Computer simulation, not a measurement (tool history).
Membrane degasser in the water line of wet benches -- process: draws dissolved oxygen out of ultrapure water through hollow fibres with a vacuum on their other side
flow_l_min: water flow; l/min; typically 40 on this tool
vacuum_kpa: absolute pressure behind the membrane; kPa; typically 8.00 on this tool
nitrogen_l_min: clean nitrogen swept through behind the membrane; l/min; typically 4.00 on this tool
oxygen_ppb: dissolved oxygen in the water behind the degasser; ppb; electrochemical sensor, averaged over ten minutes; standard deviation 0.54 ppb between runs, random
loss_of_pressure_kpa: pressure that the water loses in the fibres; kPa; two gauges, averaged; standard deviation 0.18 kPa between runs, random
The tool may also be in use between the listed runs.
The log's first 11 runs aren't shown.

run    hour  flow_l_min  vacuum_kpa  nitrogen_l_min  hours since the membrane was changed  hours since the vacuum gauge was calibrated  hours since the vacuum lines were made tight  oxygen_ppb  loss_of_pressure_kpa
 12   681.1          57        8.00            4.00                                  1882                                         3458                                          8078       164.6                 50.01
 13   721.6          57        8.00            4.00                                  1922                                         3499                                          8119       165.1                 50.07
 14   797.1          40        8.00            6.24                                  1998                                         3574                                          8194        76.1                 35.24
 15   846.7          40        8.00            6.24                                  2047                                         3624                                          8244        76.9                 35.37
 16   885.4          40        8.00            6.24                                  2086                                         3663                                          8283        76.8                 35.38
      925.9  -- seals of the vacuum lines changed
 17   965.1          28       18.93            3.72                                  2164                                         3740                                            39       278.9                 24.66
 18  1004.3          62        8.00            4.00                                  2203                                         3779                                            78       180.5                 54.24
 19  1088.4          62        7.61            3.31                                  2287                                         3864                                           163       195.2                 54.48
 20  1141.8          62        7.61            3.31                                  2340                                         3917                                           216       195.9                 54.57
 21  1194.6          62        7.61            3.31                                  2393                                         3970                                           269       195.8                 54.56
 22  1257.3          42        8.00            4.00                                  2456                                         4032                                           331       120.0                 36.87
 23  1348.0          63        8.00            3.88                                  2547                                         4123                                           422       189.3                 55.47
 24  1395.0          24       18.55            3.97                                  2594                                         4170                                           469       218.7                 20.80
 25  1441.4          24       18.55            3.97                                  2640                                         4217                                           516       217.0                 21.14
 26  1521.7          24       18.55            3.97                                  2720                                         4297                                           596       220.0                 21.09
 27  1598.9          58       15.36            4.24                                  2798                                         4374                                           673       376.7                 50.83
 28  1670.6          58       15.36            1.77                                  2869                                         4446                                           745       771.9                 50.91
 29  1711.6          32       15.36            1.77                                  2910                                         4487                                           786       471.8                 28.30
 30  1765.2          30        7.86           11.91                                  2964                                         4540                                           839        29.3                 26.31
 31  1808.3          30        7.86           11.91                                  3007                                         4583                                           882        29.5                 26.35
 32  1852.9          30        7.86           11.91                                  3052                                         4628                                           927        29.9                 26.51

Predict each of these 4 candidate next runs independently; none follows another, all start after run 32:
  A  1916.1          37       14.78            3.89                                  3115                                         4691                                           990           ?                     ?
  B  1916.1          40       16.85            4.00                                  3115                                         4691                                           990           ?                     ?
  C  1916.1          46        6.04           11.91                                  3115                                         4691                                           990           ?                     ?
  D  1916.1          30        7.86            2.72                                  3115                                         4691                                           990           ?                     ?

run  oxygen_ppb  loss_of_pressure_kpa
  A       257.1                 32.26
  B       313.4                 35.00
  C        31.8                 40.38
  D       121.7                 26.37
Stripped of hidden state, with their random variation kept, the same runs would have yielded:
run  oxygen_ppb  loss_of_pressure_kpa
  A       256.9                 32.24
  B       313.3                 34.98
  C        31.7                 40.37
  D       121.6                 26.36

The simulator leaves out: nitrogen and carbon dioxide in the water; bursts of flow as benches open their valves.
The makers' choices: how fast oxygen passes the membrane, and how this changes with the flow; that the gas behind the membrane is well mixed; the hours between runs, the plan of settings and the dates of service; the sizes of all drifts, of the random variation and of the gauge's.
